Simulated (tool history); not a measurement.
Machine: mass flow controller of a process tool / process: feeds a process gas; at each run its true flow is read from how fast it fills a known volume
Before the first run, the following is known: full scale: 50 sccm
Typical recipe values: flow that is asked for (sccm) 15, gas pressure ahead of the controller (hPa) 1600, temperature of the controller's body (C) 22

run     hour  flow that is asked for (sccm)  gas pressure ahead of the controller (hPa)  temperature of the controller's body (C)  true flow (%)
  1        0                             15                                        1600                                        22          99.08
  2      565                             15                                        1600                                        22          98.68
  3    988.3                             15                                        1600                                        22          98.71
  4   1517.9                             15                                        1600                                        22          98.67
  5   1900.9                             15                                        1600                                        25          98.79
  6   2410.4                             15                                        1600                                        25           98.6
  7   2773.4                             15                                        2190                                        25          98.18
  8     3088                             15                                        2190                                        25          98.12
  9   3590.2                             15                                        1750                                        25           98.5
 10   3903.1                             15                                        1600                                        22          98.09
 11   4333.1                             15                                        1600                                        22          97.98
 12   4618.9                             15                                        1600                                        22          97.91
 13   5155.2                             15                                        1600                                        22          97.84
 14   5670.5                             15                                        1600                                        22           97.6
 15   6116.6                             15                                        1600                                        22          97.63
 16   6447.6                             15                                        1600                                        22           97.5
 17   6914.5                             15                                        1600                                        22          97.48
 18   7287.6                             15                                        1600                                        22          97.38
 19   7690.8                             15                                        1600                                        22          97.31
 20   8264.3                             15                                        1600                                        22          97.02
 21     8604                             15                                        1600                                        22           97.1
 22   9081.3                             15                                        1720                                        22          96.83
 23   9423.6                             15                                        1720                                        22          96.83
 24   9985.5                             14                                        1600                                        36          97.76
 25    10427                             14                                        1600                                        36          97.71
 26  10687.1                             42                                        1940                                        23          98.48
 27    11080                             42                                        1940                                        23          98.48
 28  11572.9                             25                                        2220                                        28           97.5
 29  11929.3                             25                                        2220                                        28          97.63
 30  12409.6                             25                                        1990                                        28          97.61
 31    12690                             27                                        2280                                        25          97.19
 32  13244.3                             27                                        2310                                        22           96.9
 33  13653.4                             27                                        2310                                        22          96.81
 34  14044.4                             27                                        1900                                        29          97.65
 35  14300.6                              5                                        1750                                        22          90.44
 36  14647.1                              9                                        2740                                        26          93.21
 37  15192.8                             22                                        1870                                        23          96.51
 38  15593.2                             18                                        1870                                        23          95.94
 39  15890.4                             18                                        1870                                        23          95.84
 40    16429                             15                                        2550                                        27          94.98
 41  16686.9                             15                                        2550                                        27          94.89
 42  16942.6                              9                                        1850                                        29          93.44
 43    17229                             12                                        1600                                        21          94.18

What if the next run were any one of these 3? Each begins from the tool's condition after run 43:
  A  17497.4                             12                                        2780                                        31              ?
  B  17497.4                             27                                        2710                                        22              ?
  C  17497.4                             15                                        1490                                        23              ?

run  true flow (%)
  A          94.05
  B           95.9
  C          95.19
With no hidden state in the tool, these same runs would have given:
run  true flow (%)
  A          98.66
  B          98.44
  C          99.06
